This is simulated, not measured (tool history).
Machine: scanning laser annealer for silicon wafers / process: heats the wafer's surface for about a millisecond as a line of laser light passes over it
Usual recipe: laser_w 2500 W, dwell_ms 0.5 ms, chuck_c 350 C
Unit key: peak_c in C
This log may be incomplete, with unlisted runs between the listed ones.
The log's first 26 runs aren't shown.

{"run": 27, "hour": 943.7, "laser_w": 2261, "dwell_ms": 0.46, "chuck_c": 326, "peak_c": 1030}
{"run": 28, "hour": 976.9, "laser_w": 2456, "dwell_ms": 0.428, "chuck_c": 348, "peak_c": 1085}
{"run": 29, "hour": 1028.1, "laser_w": 2456, "dwell_ms": 0.428, "chuck_c": 348, "peak_c": 1086}
{"run": 30, "hour": 1068.7, "laser_w": 2679, "dwell_ms": 0.43, "chuck_c": 344, "peak_c": 1156}
{"run": 31, "hour": 1116.9, "laser_w": 2500, "dwell_ms": 0.564, "chuck_c": 373, "peak_c": 1238}
{"run": 32, "hour": 1143.7, "laser_w": 2500, "dwell_ms": 0.5, "chuck_c": 316, "peak_c": 1124}
{"run": 33, "hour": 1168.0, "laser_w": 2412, "dwell_ms": 0.5, "chuck_c": 350, "peak_c": 1131}
{"run": 34, "hour": 1196.5, "laser_w": 2412, "dwell_ms": 0.5, "chuck_c": 350, "peak_c": 1131}
{"run": 35, "hour": 1237.8, "laser_w": 2412, "dwell_ms": 0.5, "chuck_c": 350, "peak_c": 1133}
{"run": 36, "hour": 1283.5, "laser_w": 2412, "dwell_ms": 0.5, "chuck_c": 350, "peak_c": 1130}
{"run": 37, "hour": 1331.0, "laser_w": 2639, "dwell_ms": 0.608, "chuck_c": 367, "peak_c": 1306}
{"run": 38, "hour": 1378.1, "laser_w": 2639, "dwell_ms": 0.608, "chuck_c": 367, "peak_c": 1307}

3 ways to go on from here, each from the tool as it stands after run 38. What would each give?
{"run": "A", "hour": 1432.3, "laser_w": 2664, "dwell_ms": 0.56, "chuck_c": 312, "peak_c": "?"}
{"run": "B", "hour": 1432.3, "laser_w": 2463, "dwell_ms": 0.459, "chuck_c": 318, "peak_c": "?"}
{"run": "C", "hour": 1432.3, "laser_w": 2261, "dwell_ms": 0.601, "chuck_c": 359, "peak_c": "?"}

run=A peak_c=1220
run=B peak_c=1079
run=C peak_c=1156
Take away the tool's hidden state, keep each run's random variation, and the runs would have read:
run=A peak_c=1256
run=B peak_c=1109
run=C peak_c=1188

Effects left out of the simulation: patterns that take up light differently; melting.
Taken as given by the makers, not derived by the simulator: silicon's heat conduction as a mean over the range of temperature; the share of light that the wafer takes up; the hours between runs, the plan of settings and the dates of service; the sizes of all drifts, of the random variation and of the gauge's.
